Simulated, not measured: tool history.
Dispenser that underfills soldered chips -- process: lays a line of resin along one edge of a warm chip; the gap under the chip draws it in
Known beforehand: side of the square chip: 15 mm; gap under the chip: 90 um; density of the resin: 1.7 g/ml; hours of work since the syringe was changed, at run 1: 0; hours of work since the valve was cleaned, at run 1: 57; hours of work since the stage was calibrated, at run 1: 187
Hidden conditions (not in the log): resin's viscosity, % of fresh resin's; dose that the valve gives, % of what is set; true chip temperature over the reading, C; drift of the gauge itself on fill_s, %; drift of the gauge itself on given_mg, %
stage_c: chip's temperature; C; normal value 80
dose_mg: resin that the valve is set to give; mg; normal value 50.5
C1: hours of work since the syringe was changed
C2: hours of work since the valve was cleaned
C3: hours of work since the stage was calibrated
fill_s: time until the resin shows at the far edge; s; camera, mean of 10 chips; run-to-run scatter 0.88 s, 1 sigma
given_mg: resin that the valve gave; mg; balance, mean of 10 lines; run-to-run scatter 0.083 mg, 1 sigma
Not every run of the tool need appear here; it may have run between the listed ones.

Run 1, day 0.000: usual settings; C1 0; C2 57; C3 187. Result: fill_s 77.6 s, given_mg 49.06 mg.
Run 2, day 0.400: usual settings; C1 7; C2 64; C3 194. Result: fill_s 106.4 s, given_mg 48.98 mg.
At day 0.467: new syringe of resin.
At day 0.917: dispensing valve cleaned and set on the balance.
At day 0.967: new syringe of resin.
Run 3, day 1.012: usual settings; C1 1; C2 1; C3 203. Result: fill_s 78.7 s, given_mg 50.29 mg.
At day 1.425: new syringe of resin.
Run 4, day 1.588: usual settings; C1 3; C2 11; C3 212. Result: fill_s 85.9 s, given_mg 50.31 mg.
At day 1.892: new syringe of resin.
Run 5, day 2.167: usual settings; C1 5; C2 20; C3 222. Result: fill_s 93.6 s, given_mg 50.02 mg.
At day 2.404: new syringe of resin.
Run 6, day 2.758: usual settings; C1 6; C2 30; C3 231. Result: fill_s 100.9 s, given_mg 49.83 mg.
At day 2.875: new syringe of resin.
At day 3.362: new syringe of resin.
Run 7, day 3.367: usual settings; C1 0; C2 40; C3 241. Result: fill_s 75.7 s, given_mg 49.61 mg.
Run 8, day 3.696: usual settings; C1 6; C2 45; C3 246. Result: fill_s 96.5 s, given_mg 49.45 mg.
At day 3.842: new syringe of resin.
At day 4.308: new syringe of resin.
Run 9, day 4.367: usual settings; C1 1; C2 56; C3 257. Result: fill_s 78.7 s, given_mg 49.24 mg.
Run 10, day 4.704: usual settings; C1 7; C2 61; C3 263. Result: fill_s 100.8 s, given_mg 49.27 mg.
At day 4.767: new syringe of resin.
Run 11, day 5.154: usual settings; C1 6; C2 69; C3 270. Result: fill_s 96.9 s, given_mg 49.11 mg.
At day 5.225: new syringe of resin.
At day 5.371: dispensing valve cleaned and set on the balance.
Run 12, day 5.629: usual settings; C1 6; C2 4; C3 277. Result: fill_s 93.5 s, given_mg 50.42 mg.
At day 5.733: new syringe of resin.
Run 13, day 6.075: usual settings; C1 6; C2 12; C3 284. Result: fill_s 93.7 s, given_mg 50.24 mg.
At day 6.208: new syringe of resin.
Run 14, day 6.546: usual settings but dose_mg 64.9 mg; C1 6; C2 19; C3 292. Result: fill_s 91.7 s, given_mg 64.42 mg.
At day 6.712: new syringe of resin.
Run 15, day 6.829: usual settings but dose_mg 64.9 mg; C1 2; C2 24; C3 296. Result: fill_s 77.5 s, given_mg 64.20 mg.
At day 7.200: new syringe of resin.
Run 16, day 7.204: usual settings but dose_mg 64.9 mg; C1 0; C2 30; C3 302. Result: fill_s 72.9 s, given_mg 64.10 mg.
Run 17, day 7.492: usual settings but dose_mg 64.9 mg; C1 5; C2 34; C3 307. Result: fill_s 88.2 s, given_mg 63.89 mg.
At day 7.692: new syringe of resin.
Run 18, day 7.967: usual settings but stage_c 70 C, dose_mg 63.3 mg; C1 5; C2 42; C3 315. Result: fill_s 148.3 s, given_mg 62.08 mg.
At day 8.154: new syringe of resin.
Run 19, day 8.529: usual settings but stage_c 70 C, dose_mg 63.6 mg; C1 6; C2 51; C3 324. Result: fill_s 157.1 s, given_mg 62.23 mg.
At day 8.642: new syringe of resin.
Run 20, day 8.908: usual settings but stage_c 70 C, dose_mg 63.6 mg; C1 4; C2 57; C3 330. Result: fill_s 144.8 s, given_mg 62.18 mg.
At day 9.125: new syringe of resin.
Run 21, day 9.500: usual settings but stage_c 94 C, dose_mg 55.4 mg; C1 6; C2 67; C3 340. Result: fill_s 48.3 s, given_mg 53.74 mg.
At day 9.604: new syringe of resin.
At day 9.808: dispensing valve cleaned and set on the balance.
At day 10.117: new syringe of resin.
Run 22, day 10.133: usual settings but stage_c 94 C, dose_mg 55.4 mg; C1 0; C2 5; C3 349. Result: fill_s 36.5 s, given_mg 55.39 mg.
Run 23, day 10.438: usual settings but stage_c 77 C, dose_mg 55.4 mg; C1 5; C2 10; C3 354. Result: fill_s 103.4 s, given_mg 55.43 mg.
At day 10.575: new syringe of resin.
Run 24, day 10.917: usual settings but stage_c 77 C, dose_mg 55.4 mg; C1 6; C2 18; C3 362. Result: fill_s 105.5 s, given_mg 55.09 mg.
At day 11.050: new syringe of resin.
At day 11.550: new syringe of resin.
Run 25, day 11.579: usual settings but stage_c 89 C, dose_mg 55.4 mg; C1 0; C2 29; C3 373. Result: fill_s 48.0 s, given_mg 54.71 mg.
Run 26, day 11.975: usual settings but stage_c 86 C, dose_mg 60.3 mg; C1 7; C2 35; C3 379. Result: fill_s 71.6 s, given_mg 59.44 mg.
At day 12.038: new syringe of resin.
At day 12.521: new syringe of resin.
Run 27, day 12.533: usual settings but stage_c 86 C, dose_mg 60.3 mg; C1 0; C2 44; C3 388. Result: fill_s 51.7 s, given_mg 59.26 mg.
At day 13.000: new syringe of resin.
Run 28, day 13.025: usual settings but stage_c 66 C, dose_mg 60.3 mg; C1 0; C2 52; C3 396. Result: fill_s 149.2 s, given_mg 59.08 mg.
At day 13.471: new syringe of resin.
Run 29, day 13.558: usual settings but stage_c 66 C, dose_mg 48.6 mg; C1 2; C2 61; C3 405. Result: fill_s 156.1 s, given_mg 47.46 mg.
At day 13.938: new syringe of resin.
Run 30, day 14.004: usual settings but stage_c 66 C, dose_mg 48.6 mg; C1 1; C2 68; C3 412. Result: fill_s 155.9 s, given_mg 47.31 mg.
At day 14.217: dispensing valve cleaned and set on the balance.
Run 31, day 14.350: usual settings but stage_c 66 C, dose_mg 43.7 mg; C1 6; C2 2; C3 417. Result: fill_s 199.0 s, given_mg 43.61 mg.
At day 14.471: new syringe of resin.
At day 14.929: new syringe of resin.
Run 32, day 14.929: usual settings but stage_c 66 C, dose_mg 43.7 mg; C1 0; C2 11; C3 426. Result: fill_s 151.5 s, given_mg 43.53 mg.
At day 15.412: new syringe of resin.
Run 33, day 15.446: usual settings but stage_c 66 C, dose_mg 43.7 mg; C1 1; C2 20; C3 435. Result: fill_s 152.3 s, given_mg 43.25 mg.
Run 34, day 15.788: usual settings but stage_c 90 C, dose_mg 48.2 mg; C1 6; C2 25; C3 440. Result: fill_s 57.2 s, given_mg 47.54 mg.

Here are 4 independent what-if runs from the current tool condition. What would each one return?
At day 15.904: new syringe of resin.
Run A, day 16.171: usual settings but stage_c 86 C, dose_mg 57.3 mg; C1 4; C2 32; C3 447. Result: fill_s ?, given_mg ?.
At day 15.904: new syringe of resin.
Run B, day 16.171: usual settings but stage_c 90 C, dose_mg 60.7 mg; C1 4; C2 32; C3 447. Result: fill_s ?, given_mg ?.
At day 15.904: new syringe of resin.
Run C, day 16.171: usual settings but stage_c 81 C, dose_mg 44.0 mg; C1 4; C2 32; C3 447. Result: fill_s ?, given_mg ?.
At day 15.904: new syringe of resin.
Run D, day 16.171: usual settings but stage_c 85 C, dose_mg 48.2 mg; C1 4; C2 32; C3 447. Result: fill_s ?, given_mg ?.

run  fill_s  given_mg
  A    62.4     56.41
  B    50.4     59.80
  C    83.0     43.35
  D    66.3     47.54
Had the tool no hidden state, the same runs would have come out as:
run  fill_s  given_mg
  A    61.1     57.29
  B    49.1     60.73
  C    81.3     44.02
  D    64.8     48.28
